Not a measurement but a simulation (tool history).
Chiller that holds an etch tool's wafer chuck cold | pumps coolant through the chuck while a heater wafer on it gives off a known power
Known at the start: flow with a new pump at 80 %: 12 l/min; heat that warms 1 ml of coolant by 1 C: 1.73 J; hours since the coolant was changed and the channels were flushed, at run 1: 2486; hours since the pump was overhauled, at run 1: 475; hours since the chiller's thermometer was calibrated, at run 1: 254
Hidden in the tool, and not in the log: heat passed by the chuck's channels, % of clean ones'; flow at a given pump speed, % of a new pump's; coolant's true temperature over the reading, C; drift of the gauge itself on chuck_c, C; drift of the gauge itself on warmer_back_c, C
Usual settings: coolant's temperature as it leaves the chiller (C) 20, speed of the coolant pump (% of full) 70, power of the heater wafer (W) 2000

| run | hour | coolant's temperature as it leaves the chiller (C) | speed of the coolant pump (% of full) | power of the heater wafer (W) | hours since the coolant was changed and the channels were flushed | hours since the pump was overhauled | hours since the chiller's thermometer was calibrated | chuck's temperature once it has settled (K) | how much warmer the coolant comes back (C) |
|---|---|---|---|---|---|---|---|---|---|
| 1 | 0 | 20 | 70 | 2000 | 2486 | 475 | 254 | 317.85 | 6.72 |
| 2 | 35.2 | 20 | 70 | 1247 | 2521 | 510 | 289 | 308.35 | 4.17 |
| 3 | 59.3 | 20 | 70 | 2132 | 2546 | 534 | 313 | 319.25 | 7.1 |
| 4 | 82.8 | 20 | 70 | 2132 | 2569 | 558 | 337 | 319.55 | 7.15 |
| 5 | 106.5 | 20 | 70 | 1479 | 2593 | 581 | 360 | 311.35 | 4.99 |
| 6 | 135 | 20 | 97 | 2000 | 2621 | 610 | 389 | 312.35 | 4.79 |
| 7 | 159.8 | 20 | 97 | 2000 | 2646 | 635 | 414 | 312.25 | 4.68 |
| 8 | 192.8 | 20 | 97 | 2000 | 2679 | 668 | 447 | 312.45 | 4.73 |
| 9 | 212.6 | 20 | 97 | 2000 | 2699 | 688 | 466 | 312.15 | 4.77 |
| 10 | 235.9 | 20 | 97 | 2000 | 2722 | 711 | 490 | 312.35 | 4.71 |
| 11 | 254.2 | 20 | 97 | 2000 | 2740 | 729 | 508 | 312.25 | 4.78 |
| 12 | 279.4 | 20 | 97 | 2000 | 2766 | 754 | 533 | 312.15 | 4.81 |
| 13 | 315.8 | 22 | 70 | 2000 | 2802 | 791 | 570 | 319.85 | 6.86 |
| 14 | 333.1 | 20 | 70 | 2000 | 2819 | 808 | 587 | 317.75 | 6.73 |
| 15 | 367.4 | 20 | 70 | 2000 | 2854 | 842 | 621 | 317.85 | 6.83 |
| 16 | 401.3 | 10 | 72 | 2354 | 2888 | 876 | 655 | 311.65 | 7.77 |
| 17 | 419.1 | 10 | 72 | 2354 | 2905 | 894 | 673 | 311.65 | 7.79 |
| 18 | 453.7 | 10 | 72 | 2354 | 2940 | 929 | 708 | 311.45 | 7.85 |
| 19 | 476.2 | 10 | 72 | 2354 | 2962 | 951 | 730 | 311.65 | 7.86 |
| 20 | 495.6 | 10 | 72 | 2354 | 2982 | 971 | 750 | 311.75 | 7.86 |
| 21 | 514.4 | 10 | 72 | 2354 | 3001 | 989 | 768 | 311.45 | 7.88 |
| 22 | 540.7 | 20 | 70 | 2516 | 3027 | 1016 | 795 | 324.15 | 8.69 |
| 23 | 562.2 | 20 | 70 | 2516 | 3048 | 1037 | 816 | 324.25 | 8.66 |
| 24 | 593.8 | 29 | 82 | 2746 | 3080 | 1069 | 848 | 332.25 | 7.98 |
| 25 | 621.2 | 29 | 82 | 1237 | 3107 | 1096 | 875 | 315.55 | 3.8 |
| 26 | 644.9 | 18 | 70 | 1571 | 3131 | 1120 | 899 | 310.55 | 5.62 |
| 27 | 678.6 | 18 | 70 | 1571 | 3165 | 1154 | 933 | 310.65 | 5.57 |
| 28 | 699.9 | 13 | 67 | 1199 | 3186 | 1175 | 954 | 301.35 | 4.56 |
| 29 | 728 | 16 | 80 | 1199 | 3214 | 1203 | 982 | 302.45 | 3.79 |
| 30 | 757.2 | 16 | 80 | 1199 | 3243 | 1232 | 1011 | 302.65 | 3.84 |

3 ways to go on from here, each from the tool as it stands after run 30. What would each give?
| A | 784.4 | 20 | 76 | 2636 | 3271 | 1259 | 1038 | ? | ? |
| B | 784.4 | 10 | 80 | 2976 | 3271 | 1259 | 1038 | ? | ? |
| C | 784.4 | 13 | 70 | 2000 | 3271 | 1259 | 1038 | ? | ? |

| run | chuck's temperature once it has settled (K) | how much warmer the coolant comes back (C) |
|---|---|---|
| A | 323.55 | 8.32 |
| B | 316.35 | 8.98 |
| C | 310.85 | 7 |
Without the tool's hidden state the same runs would have given:
| run | chuck's temperature once it has settled (K) | how much warmer the coolant comes back (C) |
|---|---|---|
| A | 323.55 | 7.94 |
| B | 316.35 | 8.6 |
| C | 310.85 | 6.62 |
